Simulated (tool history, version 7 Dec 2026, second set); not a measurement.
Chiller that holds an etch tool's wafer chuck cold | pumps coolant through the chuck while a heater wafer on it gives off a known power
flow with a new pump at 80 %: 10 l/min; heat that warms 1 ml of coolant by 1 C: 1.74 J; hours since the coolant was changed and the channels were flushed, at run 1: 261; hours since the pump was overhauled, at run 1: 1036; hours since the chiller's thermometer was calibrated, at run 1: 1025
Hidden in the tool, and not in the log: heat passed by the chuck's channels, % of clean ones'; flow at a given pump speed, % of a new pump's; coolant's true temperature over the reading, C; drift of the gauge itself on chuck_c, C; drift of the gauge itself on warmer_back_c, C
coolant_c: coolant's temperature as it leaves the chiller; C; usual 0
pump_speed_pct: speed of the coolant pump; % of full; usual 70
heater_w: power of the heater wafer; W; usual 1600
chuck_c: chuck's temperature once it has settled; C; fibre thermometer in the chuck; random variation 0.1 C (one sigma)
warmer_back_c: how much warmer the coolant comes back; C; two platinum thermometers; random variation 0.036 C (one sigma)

run	hour	coolant_c	pump_speed_pct	heater_w	hours since the coolant was changed and the channels were flushed	hours since the pump was overhauled	hours since the chiller's thermometer was calibrated	chuck_c	warmer_back_c
1	0	0	70	1600	261	1036	1025	21	6.57
2	26.7	0	70	1683	288	1062	1051	22.1	6.98
3	71.2	0	70	1600	332	1107	1096	21	6.58
4	124.5	0	70	1600	385	1160	1149	21	6.57
5	162.6	0	70	1600	424	1198	1187	21.1	6.59
6	195.6	0	70	1600	457	1231	1220	21.1	6.6
7	229.4	0	63	1600	490	1265	1254	22.7	7.53
8	271.3	0	63	1600	532	1307	1296	23.1	7.45
9	310.3	0	70	933	571	1346	1335	12.2	3.87
10	361.3	0	70	1600	622	1397	1386	21.2	6.65
11	401	0	70	1269	662	1437	1426	16.8	5.25
12	456.4	0	70	1600	717	1492	1481	21.3	6.62
13	498.6	0	70	1600	760	1534	1523	21.3	6.69
14	526.6	0	70	1600	788	1562	1551	21.4	6.74
15	571.6	0	70	1600	833	1607	1596	21.2	6.72
16	609.3	0	71	1600	870	1645	1634	21.1	6.5
17	651.1	0	71	1600	912	1687	1676	21	6.62
18	707.3	-5	95	1075	968	1743	1732	6.3	3.19
19	736.8	-5	95	1075	998	1772	1761	6.5	3.2
20	775.1	-2	62	904	1036	1811	1800	11	4.36
21	834.1	-2	62	904	1095	1870	1859	11.2	4.38
22	871.4	-4	62	904	1132	1907	1896	9.1	4.35
23	910.7	7	62	1218	1172	1946	1935	25	5.93
24	936.3	-4	70	942	1197	1972	1961	8.5	3.93
25	987.4	0	65	1396	1248	2023	2012	19.9	6.43
26	1015.3	-4	65	1854	1276	2051	2040	22.6	8.54
27	1052.4	0	82	2005	1313	2088	2077	24.2	7.08
28	1085.7	-7	69	841	1347	2121	2110	4.5	3.59
29	1126.3	-10	79	860	1387	2162	2151	0.8	3.17
30	1163	-10	79	860	1424	2199	2188	0.3	3.19
31	1192.3	-10	98	846	1453	2228	2217	-1.1	2.42

Hidden state or all else? Some run-to-run changes of chuck_c, split into what the settings, what came in and random variation would give without the hidden state, and what is left for the hidden state (with any gauge scatter that isn't in both results):
Run 17 -> 18: coolant_c 0 -> -5, pump_speed_pct 71 -> 95, heater_w 1600 -> 1075. chuck_c -14.7 C: hidden state -0.5, all else -14.2.
Run 22 -> 23: coolant_c -4 -> 7, heater_w 904 -> 1218. chuck_c +15.9 C: hidden state +0.3, all else +15.6.
Run 23 -> 24: coolant_c 7 -> -4, pump_speed_pct 62 -> 70, heater_w 1218 -> 942. chuck_c -16.5 C: hidden state -0.4, all else -16.1.
Run 24 -> 25: coolant_c -4 -> 0, pump_speed_pct 70 -> 65, heater_w 942 -> 1396. chuck_c +11.4 C: hidden state +0.5, all else +10.9.
Run 27 -> 28: coolant_c 0 -> -7, pump_speed_pct 82 -> 69, heater_w 2005 -> 841. chuck_c -19.7 C: hidden state -0.7, all else -19.
